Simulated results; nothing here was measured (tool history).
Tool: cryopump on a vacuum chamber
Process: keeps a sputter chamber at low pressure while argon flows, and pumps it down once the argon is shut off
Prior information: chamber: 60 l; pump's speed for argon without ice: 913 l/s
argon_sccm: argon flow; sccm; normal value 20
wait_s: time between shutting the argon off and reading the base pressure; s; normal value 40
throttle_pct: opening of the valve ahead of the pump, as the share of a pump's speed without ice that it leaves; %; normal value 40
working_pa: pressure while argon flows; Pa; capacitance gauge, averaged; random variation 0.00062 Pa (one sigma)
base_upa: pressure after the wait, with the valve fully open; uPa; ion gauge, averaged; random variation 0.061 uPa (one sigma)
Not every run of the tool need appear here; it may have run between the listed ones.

| run | day | argon_sccm | wait_s | throttle_pct | working_pa | base_upa |
|---|---|---|---|---|---|---|
| 1 | 0 | 20 | 40 | 40 | 0.0991 | 4.05 |
| 2 | 3.438 | 20 | 40 | 48 | 0.0851 | 4.04 |
| 3 | 7.088 | 20 | 116 | 40 | 0.1026 | 1.76 |
| 4 | 11.712 | 9 | 40 | 40 | 0.0473 | 4.25 |
| 5 | 16.15 | 9 | 40 | 40 | 0.0492 | 4.28 |
|  | 18.417 | pump warmed up, emptied and cooled again |
| 6 | 18.417 | 20 | 264 | 40 | 0.0935 | 0.98 |
| 7 | 21.979 | 20 | 264 | 40 | 0.0951 | 1.12 |
| 8 | 23.917 | 20 | 40 | 40 | 0.0949 | 4.13 |
| 9 | 27.867 | 12 | 40 | 40 | 0.0578 | 4.19 |
| 10 | 30.479 | 12 | 40 | 40 | 0.0589 | 4.21 |
| 11 | 32.858 | 12 | 40 | 40 | 0.0597 | 4.18 |
| 12 | 36.112 | 12 | 40 | 40 | 0.0604 | 4.3 |
| 13 | 38.438 | 12 | 40 | 40 | 0.0608 | 4.44 |
| 14 | 42.2 | 20 | 40 | 40 | 0.1044 | 4.3 |
| 15 | 44.638 | 20 | 40 | 40 | 0.1048 | 4.38 |
| 16 | 47.462 | 20 | 40 | 40 | 0.1076 | 4.6 |
| 17 | 51.608 | 20 | 40 | 40 | 0.1112 | 4.74 |
|  | 55.092 | pump warmed up, emptied and cooled again |
| 18 | 55.304 | 11 | 40 | 58 | 0.0354 | 4.38 |
| 19 | 57.279 | 9 | 40 | 25 | 0.0663 | 4.26 |
| 20 | 60.512 | 9 | 40 | 25 | 0.0685 | 4.37 |
| 21 | 63.208 | 9 | 40 | 25 | 0.0682 | 4.32 |
| 22 | 67.608 | 9 | 40 | 25 | 0.069 | 4.45 |
| 23 | 69.821 | 12 | 40 | 28 | 0.0834 | 4.53 |
| 24 | 73.958 | 19 | 46 | 27 | 0.1393 | 4.09 |
| 25 | 77.917 | 14 | 26 | 21 | 0.1318 | 6.49 |
| 26 | 81.796 | 12 | 74 | 59 | 0.0463 | 3.1 |
| 27 | 84.1 | 9 | 27 | 43 | 0.0451 | 6.38 |
| 28 | 88.571 | 9 | 27 | 43 | 0.0477 | 6.57 |
|  | 91.825 | pump warmed up, emptied and cooled again |
| 29 | 93.4 | 9 | 27 | 43 | 0.038 | 6.29 |
| 30 | 97.558 | 9 | 27 | 43 | 0.0399 | 6.17 |
| 31 | 101.733 | 12 | 165 | 40 | 0.059 | 1.97 |
| 32 | 104.104 | 12 | 165 | 40 | 0.0596 | 2.02 |
| 33 | 107.562 | 29 | 40 | 40 | 0.146 | 4.9 |
| 34 | 110.75 | 29 | 40 | 40 | 0.1495 | 4.9 |

Here are 4 independent what-if runs from the current tool condition. What would each one return?
| A | 114.371 | 15 | 95 | 16 | ? | ? |
| B | 114.371 | 11 | 74 | 16 | ? | ? |
| C | 114.371 | 21 | 27 | 40 | ? | ? |
| D | 114.371 | 20 | 87 | 40 | ? | ? |

| run | working_pa | base_upa |
|---|---|---|
| A | 0.1814 | 2.97 |
| B | 0.1342 | 3.36 |
| C | 0.1095 | 6.72 |
| D | 0.1037 | 3.1 |
Without the tool's unlogged condition, the same runs would have read:
| run | working_pa | base_upa |
|---|---|---|
| A | 0.1728 | 1.87 |
| B | 0.1278 | 2.26 |
| C | 0.0973 | 5.63 |
| D | 0.092 | 1.99 |

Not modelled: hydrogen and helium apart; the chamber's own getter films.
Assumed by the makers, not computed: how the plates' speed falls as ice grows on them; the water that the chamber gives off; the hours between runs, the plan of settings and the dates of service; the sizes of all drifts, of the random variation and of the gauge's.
